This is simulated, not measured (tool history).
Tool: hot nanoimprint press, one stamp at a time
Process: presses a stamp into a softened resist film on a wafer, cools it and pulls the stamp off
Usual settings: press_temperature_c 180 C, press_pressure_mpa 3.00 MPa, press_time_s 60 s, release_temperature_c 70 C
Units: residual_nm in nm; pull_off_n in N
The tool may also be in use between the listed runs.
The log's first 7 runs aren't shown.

run   hour  press_temperature_c  press_pressure_mpa  press_time_s  release_temperature_c  residual_nm  pull_off_n
  8   67.3                  180                3.00            60                     70        181.3         165
      84.1  -- press's hydraulic seals changed and the load cell set to zero
  9   90.6                  180                3.00            60                     70        180.3         163
 10  101.7                  180                3.00            60                     74        179.1         161
 11  116.3                  180                3.00            60                     74        182.1         158
 12  127.0                  180                2.29            60                     74        209.6         159
 13  136.8                  180                3.00            60                     70        182.0         161
 14  143.0                  180                3.00            60                     70        181.4         164
 15  151.6                  180                3.00            60                     70        182.1         168
 16  166.8                  191                3.00            60                     59        112.0         173
 17  180.6                  184                2.31            40                     59        200.8         170
 18  187.0                  184                3.85            45                     62        145.6         162
 19  199.6                  178                3.85            45                     62        190.8         171
 20  207.1                  180                2.74            60                     76        191.8         165
 21  216.4                  180                1.94            41                     74        250.6         159
 22  228.6                  180                3.00            60                     58        181.0         172
 23  237.0                  180                3.00            60                     58        182.7         166
 24  248.5                  180                3.00            60                     58        181.0         176
 25  256.3                  180                3.00            60                     58        182.1         168
 26  265.7                  180                3.00            60                     58        179.8         172
 27  277.5                  180                3.00            60                     58        182.1         167
 28  285.1                  180                4.64            55                     70        147.3         167
 29  294.8                  180                3.07            65                     70        175.3         163
 30  301.8                  170                3.07           109                     56        229.9         171

Forecast each of these 3 alternatives for the next run:
  A  308.0                  180                3.67           102                     70            ?           ?
  B  308.0                  170                3.14           109                     56            ?           ?
  C  308.0                  177                3.00            78                     77            ?           ?

run  residual_nm  pull_off_n
  A        135.1         160
  B        224.5         178
  C        188.2         161
Without the tool's hidden state the same runs would have given:
run  residual_nm  pull_off_n
  A        135.3         159
  B        224.8         177
  C        188.5         160

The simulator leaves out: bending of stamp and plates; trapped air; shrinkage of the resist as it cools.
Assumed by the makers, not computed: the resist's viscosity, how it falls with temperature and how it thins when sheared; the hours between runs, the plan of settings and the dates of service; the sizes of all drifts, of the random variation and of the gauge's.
